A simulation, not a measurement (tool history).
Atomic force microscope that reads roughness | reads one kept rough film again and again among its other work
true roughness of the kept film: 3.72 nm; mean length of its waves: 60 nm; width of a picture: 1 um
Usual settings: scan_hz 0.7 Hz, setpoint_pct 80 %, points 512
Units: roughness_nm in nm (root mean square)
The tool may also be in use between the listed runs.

run,hour,scan_hz,setpoint_pct,points,roughness_nm
1,0,0.7,80,512,3.155
2,14.1,0.7,80,512,3.121
3,46.1,0.7,80,512,3.083
4,67.5,0.7,80,512,3.079
5,82,0.7,80,380,3.031
6,107,0.7,58,512,3.115
# hour 115.5: new tip fitted
7,139.6,0.7,80,263,3.378
8,157.4,1.335,80,512,3.272
9,189.3,1.335,80,512,3.169
10,210,0.7,80,512,3.26
11,225.5,0.7,80,505,3.225
12,254.1,0.7,80,505,3.22
13,272.3,2.596,80,512,2.852
14,289.9,2.596,80,512,2.842
15,308,2.596,66,512,3.043
16,338.4,2.596,66,512,3.018
17,355.6,0.7,80,503,3.076
18,368.7,0.7,80,468,3.058
19,383.9,0.7,80,468,3.036
20,409.6,3.126,80,512,2.641
# hour 424.4: new tip fitted
21,441.9,3.126,80,512,2.945
22,463.6,3.126,80,512,2.916
23,486.3,3.126,80,512,2.883
24,508.7,0.7,80,512,3.26
25,528.8,0.7,80,512,3.227
26,544.6,0.7,80,603,3.218
27,557.9,0.7,80,512,3.212
28,577.2,0.7,80,512,3.191
29,598.1,3.131,63,512,3.059
30,617,3.131,63,512,3.059
31,635.8,1.087,80,763,3.042
32,649.4,0.81,63,615,3.171
33,665,3.58,64,869,2.945
34,688.1,3.58,76,302,2.688
35,703.8,1.674,67,508,2.981
36,726,1.674,67,508,2.976
# hour 733.7: new tip fitted
37,750.2,0.536,62,512,3.493
38,781.7,0.536,62,512,3.389
39,797.2,0.595,62,467,3.397
40,815.6,0.595,62,467,3.355
41,841.3,0.728,56,883,3.332
42,869.3,0.728,56,883,3.281
43,885.4,0.548,56,883,3.28
44,910.2,1.018,59,660,3.192
45,930.8,1.681,81,660,2.938
46,944.3,0.837,70,512,3.125
47,957.9,1.031,80,512,3.003
48,981.2,1.031,80,281,2.959
49,994.4,1.031,84,597,2.919
50,1021.2,1.089,85,327,2.88
# hour 1041.3: new tip fitted
51,1049.2,1.515,64,512,3.405
52,1078.2,2.382,74,512,3.121
53,1100.2,2.382,74,512,3.086

Hidden state or all else? Some run-to-run changes of roughness_nm, split into what the settings, what came in and random variation would give without the hidden state, and what is left for the hidden state (with any gauge scatter that isn't in both results):
The hidden state here: radius of the tip, nm; height scale over the true one, %; drift of the gauge itself on roughness_nm, %.
Run 6 -> 7: setpoint_pct 58 -> 80, points 512 -> 263, new tip fitted. roughness_nm +0.263 nm (root mean square): hidden state +0.37, all else -0.107.
Run 19 -> 20: scan_hz 0.7 -> 3.126, points 468 -> 512. roughness_nm -0.395 nm (root mean square): hidden state +0.022, all else -0.417.
Run 36 -> 37: scan_hz 1.674 -> 0.536, setpoint_pct 67 -> 62, points 508 -> 512, new tip fitted. roughness_nm +0.517 nm (root mean square): hidden state +0.354, all else +0.163.
Run 50 -> 51: scan_hz 1.089 -> 1.515, setpoint_pct 85 -> 64, points 327 -> 512, new tip fitted. roughness_nm +0.525 nm (root mean square): hidden state +0.378, all else +0.147.
